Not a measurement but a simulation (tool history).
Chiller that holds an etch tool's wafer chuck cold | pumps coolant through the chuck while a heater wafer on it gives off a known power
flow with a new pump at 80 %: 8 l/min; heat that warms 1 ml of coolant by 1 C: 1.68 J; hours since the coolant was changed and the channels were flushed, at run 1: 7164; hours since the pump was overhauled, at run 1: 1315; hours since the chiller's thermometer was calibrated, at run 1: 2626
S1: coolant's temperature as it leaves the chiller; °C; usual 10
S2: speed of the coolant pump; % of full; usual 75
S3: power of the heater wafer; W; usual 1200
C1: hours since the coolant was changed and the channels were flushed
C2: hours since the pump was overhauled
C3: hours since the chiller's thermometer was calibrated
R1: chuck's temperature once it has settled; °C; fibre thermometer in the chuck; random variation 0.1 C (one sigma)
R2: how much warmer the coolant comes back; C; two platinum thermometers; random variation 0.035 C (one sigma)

Run 1, day 0.000: usual settings; C1 7164; C2 1315; C3 2626. Result: R1 24.1 °C, R2 5.72 C.
Run 2, day 3.208: usual settings; C1 7241; C2 1392; C3 2703. Result: R1 24.1 °C, R2 5.73 C.
Run 3, day 6.904: usual settings; C1 7330; C2 1480; C3 2792. Result: R1 24.0 °C, R2 5.79 C.
Run 4, day 8.992: usual settings; C1 7380; C2 1531; C3 2842. Result: R1 24.0 °C, R2 5.74 C.
At day 9.233: chiller's thermometer calibrated.
Run 5, day 11.846: usual settings but S1 8 °C; C1 7448; C2 1598; C3 63. Result: R1 22.3 °C, R2 5.80 C.
Run 6, day 15.383: usual settings but S3 853 W; C1 7533; C2 1683; C3 148. Result: R1 20.1 °C, R2 4.15 C.
Run 7, day 17.379: usual settings but S3 853 W; C1 7581; C2 1731; C3 196. Result: R1 20.4 °C, R2 4.14 C.
Run 8, day 20.312: usual settings but S1 0 °C, S2 82 % of full, S3 1432 W; C1 7651; C2 1801; C3 266. Result: R1 16.2 °C, R2 6.37 C.
Run 9, day 22.621: usual settings but S2 73 % of full, S3 960 W; C1 7706; C2 1857; C3 321. Result: R1 21.9 °C, R2 4.72 C.
Run 10, day 25.708: usual settings but S2 73 % of full, S3 960 W; C1 7780; C2 1931; C3 395. Result: R1 21.8 °C, R2 4.75 C.

Forecast run 11:
Run 11, day 28.783: usual settings but S1 16 °C, S2 95 % of full, S3 1774 W; C1 7854; C2 2005; C3 469. Result: R1 ?, R2 ?.

{"run 11": {"R1": 34.6, "R2": 6.87}}
Without the tool's hidden state the same run would have given R1 30.9 °C, R2 6.74 C.
